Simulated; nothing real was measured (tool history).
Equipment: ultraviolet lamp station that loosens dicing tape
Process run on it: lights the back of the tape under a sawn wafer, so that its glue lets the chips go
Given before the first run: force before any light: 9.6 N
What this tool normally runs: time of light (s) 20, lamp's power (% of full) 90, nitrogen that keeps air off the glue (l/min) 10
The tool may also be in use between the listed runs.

| run | hour | time of light (s) | lamp's power (% of full) | nitrogen that keeps air off the glue (l/min) | force that peels the tape off (N) | light that reached the tape (mJ/cm²) |
|---|---|---|---|---|---|---|
| 1 | 0.0 | 20 | 90 | 10 | 0.886 | 460 |
| 2 | 46.3 | 20 | 90 | 10 | 0.874 | 461 |
| 3 | 86.0 | 20 | 90 | 10 | 0.903 | 461 |
|  | 122.6 | lamp changed |
| 4 | 136.3 | 20 | 90 | 15 | 0.646 | 458 |
| 5 | 169.7 | 20 | 90 | 15 | 0.660 | 458 |
| 6 | 217.4 | 20 | 90 | 15 | 0.658 | 452 |
| 7 | 261.5 | 20 | 66 | 10 | 1.646 | 333 |
| 8 | 295.0 | 13 | 90 | 10 | 1.981 | 296 |
| 9 | 323.0 | 20 | 90 | 10 | 0.909 | 457 |
| 10 | 346.9 | 20 | 87 | 10 | 0.949 | 439 |
| 11 | 375.6 | 20 | 87 | 10 | 0.934 | 441 |
| 12 | 423.9 | 20 | 87 | 10 | 0.970 | 443 |
| 13 | 456.9 | 20 | 68 | 10 | 1.543 | 347 |
|  | 459.9 | window cleaned of glue's vapour |
| 14 | 494.8 | 20 | 68 | 10 | 1.546 | 346 |
| 15 | 531.3 | 20 | 68 | 10 | 1.542 | 343 |
| 16 | 572.3 | 20 | 90 | 19 | 0.586 | 457 |
| 17 | 626.1 | 20 | 90 | 19 | 0.574 | 457 |
| 18 | 668.8 | 20 | 90 | 10 | 0.883 | 458 |
| 19 | 694.5 | 20 | 90 | 10 | 0.914 | 462 |
| 20 | 731.3 | 20 | 90 | 7 | 1.164 | 461 |
| 21 | 768.2 | 20 | 90 | 7 | 1.219 | 457 |
| 22 | 799.0 | 20 | 88 | 6 | 1.339 | 450 |
| 23 | 848.2 | 20 | 73 | 6 | 1.902 | 374 |
| 24 | 895.5 | 19 | 90 | 3 | 2.297 | 436 |
| 25 | 929.3 | 12 | 90 | 10 | 2.239 | 267 |
| 26 | 951.7 | 15 | 85 | 8 | 1.921 | 322 |
| 27 | 999.8 | 17 | 85 | 8 | 1.591 | 367 |

Expected results for the next run?
| 28 | 1022.3 | 17 | 85 | 8 | ? | ? |

force that peels the tape off (N): 1.588
light that reached the tape (mJ/cm²): 367
The same run, on a tool lacking any hidden state, would have yielded force that peels the tape off (N) 1.584, light that reached the tape (mJ/cm²) 367.

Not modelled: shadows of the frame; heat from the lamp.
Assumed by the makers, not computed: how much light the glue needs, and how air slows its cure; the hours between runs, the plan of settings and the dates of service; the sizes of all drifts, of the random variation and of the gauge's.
